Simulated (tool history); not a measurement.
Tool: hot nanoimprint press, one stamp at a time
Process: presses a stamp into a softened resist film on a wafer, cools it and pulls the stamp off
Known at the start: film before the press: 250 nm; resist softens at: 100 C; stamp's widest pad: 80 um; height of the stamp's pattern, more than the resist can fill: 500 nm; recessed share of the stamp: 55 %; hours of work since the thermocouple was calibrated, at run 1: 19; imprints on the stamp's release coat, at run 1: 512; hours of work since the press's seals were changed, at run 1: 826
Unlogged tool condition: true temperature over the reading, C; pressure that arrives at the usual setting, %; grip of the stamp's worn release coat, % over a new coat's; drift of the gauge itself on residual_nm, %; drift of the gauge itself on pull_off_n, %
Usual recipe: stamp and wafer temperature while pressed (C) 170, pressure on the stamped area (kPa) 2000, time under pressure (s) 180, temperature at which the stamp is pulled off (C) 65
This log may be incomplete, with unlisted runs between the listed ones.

| run | hour | stamp and wafer temperature while pressed (C) | pressure on the stamped area (kPa) | time under pressure (s) | temperature at which the stamp is pulled off (C) | hours of work since the thermocouple was calibrated | imprints on the stamp's release coat | hours of work since the press's seals were changed | resist left under the stamp's widest pad (nm) | greatest force while the stamp is pulled off (N) |
|---|---|---|---|---|---|---|---|---|---|---|
| 1 | 0.0 | 170 | 2000 | 180 | 65 | 19 | 512 | 826 | 115.3 | 223 |
| 2 | 42.8 | 170 | 3060 | 180 | 65 | 53 | 653 | 859 | 89.9 | 217 |
| 3 | 89.5 | 170 | 3060 | 180 | 65 | 89 | 806 | 896 | 90.8 | 226 |
|  | 114.6 | stamp cleaned and given a new release coat |
| 4 | 141.5 | 169 | 2000 | 180 | 65 | 125 | 88 | 932 | 117.8 | 230 |
| 5 | 195.6 | 170 | 2000 | 180 | 65 | 168 | 266 | 974 | 114.6 | 226 |
| 6 | 224.8 | 170 | 1770 | 180 | 65 | 190 | 361 | 997 | 123.3 | 223 |
| 7 | 276.6 | 170 | 1770 | 180 | 56 | 231 | 531 | 1038 | 121.3 | 287 |
|  | 312.7 | plate thermocouple calibrated |
| 8 | 323.1 | 170 | 2000 | 180 | 53 | 8 | 674 | 1072 | 114.9 | 307 |
| 9 | 367.4 | 170 | 2000 | 180 | 53 | 43 | 819 | 1106 | 114.8 | 305 |
|  | 390.1 | stamp cleaned and given a new release coat |
| 10 | 412.3 | 170 | 2000 | 180 | 53 | 73 | 72 | 1137 | 113.1 | 300 |
|  | 427.1 | press's hydraulic seals changed and the load cell set to zero |
| 11 | 455.4 | 170 | 2000 | 180 | 53 | 101 | 187 | 22 | 114.0 | 307 |
| 12 | 510.7 | 170 | 2000 | 180 | 53 | 144 | 369 | 66 | 114.6 | 287 |
| 13 | 550.5 | 170 | 2000 | 180 | 53 | 175 | 499 | 97 | 113.7 | 292 |
| 14 | 592.8 | 170 | 2000 | 180 | 53 | 208 | 638 | 130 | 113.3 | 293 |
|  | 655.0 | plate thermocouple calibrated |
| 15 | 655.0 | 176 | 1910 | 249 | 68 | 0 | 832 | 176 | 90.2 | 210 |
|  | 673.9 | stamp cleaned and given a new release coat |
| 16 | 704.2 | 171 | 1910 | 249 | 70 | 34 | 99 | 210 | 100.4 | 194 |
| 17 | 752.4 | 171 | 1910 | 149 | 58 | 72 | 257 | 248 | 120.6 | 271 |
| 18 | 794.4 | 170 | 2000 | 291 | 66 | 105 | 395 | 281 | 96.3 | 212 |
| 19 | 838.0 | 170 | 2000 | 291 | 66 | 139 | 538 | 315 | 94.9 | 220 |
| 20 | 875.5 | 170 | 1760 | 203 | 51 | 168 | 661 | 344 | 117.7 | 310 |
| 21 | 905.2 | 170 | 1760 | 203 | 51 | 191 | 758 | 368 | 115.7 | 307 |
|  | 915.1 | gauge calibrated |
|  | 946.9 | stamp cleaned and given a new release coat |
| 22 | 967.2 | 170 | 1760 | 203 | 51 | 235 | 67 | 411 | 118.6 | 304 |
|  | 996.4 | plate thermocouple calibrated |
| 23 | 1025.0 | 162 | 2000 | 180 | 60 | 22 | 246 | 454 | 142.9 | 259 |
| 24 | 1072.9 | 162 | 2000 | 180 | 60 | 60 | 403 | 492 | 142.4 | 252 |
| 25 | 1109.5 | 162 | 2000 | 180 | 60 | 89 | 523 | 520 | 141.0 | 264 |
| 26 | 1144.7 | 181 | 1860 | 199 | 64 | 116 | 638 | 548 | 88.0 | 232 |
| 27 | 1208.5 | 174 | 3030 | 355 | 65 | 166 | 848 | 598 | 64.2 | 221 |
|  | 1222.3 | stamp cleaned and given a new release coat |
| 28 | 1266.1 | 170 | 1360 | 180 | 65 | 207 | 144 | 639 | 140.3 | 219 |

Had the tool no unlogged condition, and each run kept its random variation, what would the results have been?
| run | resist left under the stamp's widest pad (nm) |
|---|---|
| 1 | 115.2 |
| 2 | 89.9 |
| 3 | 91.0 |
| 4 | 118.3 |
| 5 | 115.3 |
| 6 | 124.1 |
| 7 | 122.3 |
| 8 | 116.0 |
| 9 | 116.1 |
| 10 | 114.5 |
| 11 | 115.7 |
| 12 | 116.5 |
| 13 | 115.7 |
| 14 | 115.5 |
| 15 | 92.0 |
| 16 | 102.5 |
| 17 | 123.5 |
| 18 | 98.7 |
| 19 | 97.4 |
| 20 | 120.9 |
| 21 | 119.0 |
| 22 | 118.8 |
| 23 | 143.4 |
| 24 | 143.1 |
| 25 | 141.8 |
| 26 | 88.7 |
| 27 | 64.8 |
| 28 | 141.8 |
greatest force while the stamp is pulled off (N) without the hidden state stays within 2 of what was measured, in all runs.
